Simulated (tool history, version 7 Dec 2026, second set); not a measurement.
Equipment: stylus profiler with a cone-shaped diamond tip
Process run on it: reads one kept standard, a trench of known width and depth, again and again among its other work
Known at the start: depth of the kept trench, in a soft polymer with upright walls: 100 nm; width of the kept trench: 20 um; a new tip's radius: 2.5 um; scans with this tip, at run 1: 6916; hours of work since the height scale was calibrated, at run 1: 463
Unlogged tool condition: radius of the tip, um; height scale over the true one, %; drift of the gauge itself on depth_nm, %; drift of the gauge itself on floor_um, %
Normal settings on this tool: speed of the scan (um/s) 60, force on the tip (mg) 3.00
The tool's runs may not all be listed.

run,day,speed of the scan (um/s),force on the tip (mg),scans with this tip,hours of work since the height scale was calibrated,depth of the trench (nm),width of the trench's floor (µm)
1,0.000,60,3.00,6916,463,101.83,18.10
2,0.479,60,3.00,7000,468,101.83,18.09
3,1.025,60,3.00,7094,475,101.79,18.06
4,1.583,60,2.09,7191,481,101.36,18.07
5,2.017,60,2.09,7267,486,101.37,18.04
6,2.917,60,2.09,7424,497,101.34,18.06
7,3.362,60,2.09,7501,502,101.37,18.07
8,4.142,60,2.09,7638,511,101.32,18.07
9,5.146,60,1.82,7812,523,101.27,18.02
10,5.612,60,3.00,7893,528,101.76,18.05
11,6.054,60,3.00,7970,533,101.73,18.01
12,6.812,60,3.00,8102,542,101.78,18.04
13,7.729,60,3.00,8262,553,101.75,18.01
14,8.404,60,7.94,8380,561,103.58,18.09
15,9.171,60,7.94,8513,570,103.56,18.08
16,10.029,60,7.94,8663,580,103.56,18.07
17,10.979,60,3.00,8829,591,101.75,17.97
18,11.958,60,8.51,8999,602,103.71,18.00
19,12.662,60,8.11,9122,610,103.62,18.00
20,13.621,60,2.11,9288,621,101.35,17.99
21,14.333,60,3.00,9412,630,101.75,17.98
22,15.154,60,3.00,9555,639,101.72,17.98
23,15.896,60,3.00,9684,648,101.71,17.96
24,16.858,60,3.00,9852,659,101.70,17.98
25,17.467,45,4.74,9958,666,102.42,17.99
26,18.179,173,1.64,10082,675,101.07,17.58
27,18.925,60,3.34,10212,683,101.85,17.91
28,19.917,60,3.34,10385,695,101.87,17.93
29,20.854,60,3.34,10549,706,101.88,17.89
30,21.371,60,5.16,10638,712,102.57,17.89
31,22.346,60,5.16,10808,723,102.52,17.97
32,22.975,120,5.77,10918,730,102.76,17.84
33,23.454,120,5.77,11001,736,102.75,17.89
34,24.392,120,5.77,11164,747,102.78,17.83
35,25.200,91,6.17,11305,756,102.89,17.92
36,25.738,193,8.79,11399,763,103.72,17.81
37,26.221,107,2.05,11483,768,101.29,17.78
38,26.679,107,2.05,11563,774,101.24,17.71
39,27.138,134,7.44,11643,779,103.28,17.85
40,28.033,60,5.89,11799,789,102.82,17.89
41,28.621,27,6.67,11901,796,103.10,17.92
42,29.575,33,3.00,12068,807,101.70,17.90
43,30.329,28,2.16,12199,816,101.28,17.88
44,31.271,68,7.72,12363,827,103.43,17.87
45,31.854,18,4.92,12464,834,102.43,17.95
46,32.721,132,2.73,12616,844,101.52,17.63

Each run again, without the hidden state but with its own random variation kept:
run,depth of the trench (nm),width of the trench's floor (µm)
1,102.00,18.49
2,102.00,18.48
3,101.96,18.46
4,101.53,18.47
5,101.55,18.45
6,101.52,18.47
7,101.55,18.49
8,101.51,18.50
9,101.46,18.45
10,101.95,18.49
11,101.93,18.45
12,101.98,18.49
13,101.95,18.46
14,103.79,18.54
15,103.77,18.55
16,103.77,18.54
17,101.97,18.45
18,103.94,18.49
19,103.85,18.49
20,101.57,18.49
21,101.97,18.48
22,101.95,18.49
23,101.95,18.48
24,101.94,18.51
25,102.66,18.52
26,101.31,18.12
27,102.10,18.45
28,102.12,18.48
29,102.13,18.45
30,102.83,18.45
31,102.78,18.54
32,103.03,18.42
33,103.02,18.47
34,103.05,18.41
35,103.17,18.51
36,104.00,18.40
37,101.56,18.38
38,101.52,18.31
39,103.57,18.45
40,103.11,18.50
41,103.39,18.54
42,101.99,18.52
43,101.57,18.51
44,103.74,18.51
45,102.74,18.59
46,101.83,18.27

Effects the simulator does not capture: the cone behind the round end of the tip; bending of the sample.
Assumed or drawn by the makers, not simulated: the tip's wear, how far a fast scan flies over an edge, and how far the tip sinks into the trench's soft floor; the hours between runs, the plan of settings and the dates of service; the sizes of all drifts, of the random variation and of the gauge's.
